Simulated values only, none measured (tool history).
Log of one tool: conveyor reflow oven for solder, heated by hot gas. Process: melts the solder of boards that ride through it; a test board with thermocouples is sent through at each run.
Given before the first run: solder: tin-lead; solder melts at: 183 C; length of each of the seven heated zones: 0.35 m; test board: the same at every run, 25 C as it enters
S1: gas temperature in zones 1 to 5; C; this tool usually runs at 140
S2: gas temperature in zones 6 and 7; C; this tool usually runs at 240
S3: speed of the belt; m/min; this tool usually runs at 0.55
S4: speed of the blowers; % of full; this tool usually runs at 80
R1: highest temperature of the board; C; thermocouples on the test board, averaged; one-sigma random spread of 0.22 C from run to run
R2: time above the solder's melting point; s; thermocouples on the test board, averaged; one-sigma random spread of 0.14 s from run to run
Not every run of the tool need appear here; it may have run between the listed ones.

run 1 day=0 | S1=140 S2=240 S3=0.55 S4=80 | R1=228.2 R2=65.4
run 2 day=0.229 | S1=140 S2=240 S3=0.55 S4=80 | R1=228.1 R2=65.6
run 3 day=0.521 | S1=140 S2=240 S3=0.55 S4=80 | R1=227.7 R2=65.6
run 4 day=0.975 | S1=140 S2=240 S3=0.55 S4=80 | R1=227.7 R2=65.5
run 5 day=1.404 | S1=140 S2=240 S3=0.55 S4=80 | R1=227.7 R2=65.5
run 6 day=1.629 | S1=140 S2=240 S3=0.562 S4=80 | R1=227.4 R2=63.9
run 7 day=2.108 | S1=140 S2=239 S3=0.55 S4=80 | R1=226.9 R2=65.1
run 8 day=2.538 | S1=140 S2=239 S3=0.55 S4=80 | R1=226.6 R2=65.1
run 9 day=2.762 | S1=140 S2=239 S3=0.55 S4=80 | R1=227 R2=65.3
run 10 day=2.975 | S1=140 S2=240 S3=0.642 S4=80 | R1=223.1 R2=53.3
run 11 day=3.229 | S1=140 S2=240 S3=0.529 S4=80 | R1=228.8 R2=69.1
run 12 day=3.458 | S1=140 S2=240 S3=0.529 S4=80 | R1=229 R2=68.8
run 13 day=3.904 | S1=140 S2=240 S3=0.55 S4=59 | R1=223.1 R2=62.3
run 14 day=4.375 | S1=140 S2=240 S3=0.474 S4=80 | R1=231.6 R2=78.7
run 15 day=4.717 | S1=140 S2=245 S3=0.55 S4=80 | R1=232.1 R2=67.8
run 16 day=5.038 | S1=140 S2=245 S3=0.55 S4=80 | R1=232.1 R2=67.9

Run 17, settings as shown, results not yet in. Your forecast:
run 17 day=5.425 | S1=140 S2=245 S3=0.55 S4=80 | R1=? R2=?

{"run 17": {"R1": 232.3, "R2": 67.9}}
Minus the tool's unlogged condition, the same run would have read R1 232.4 C, R2 67.9 s.
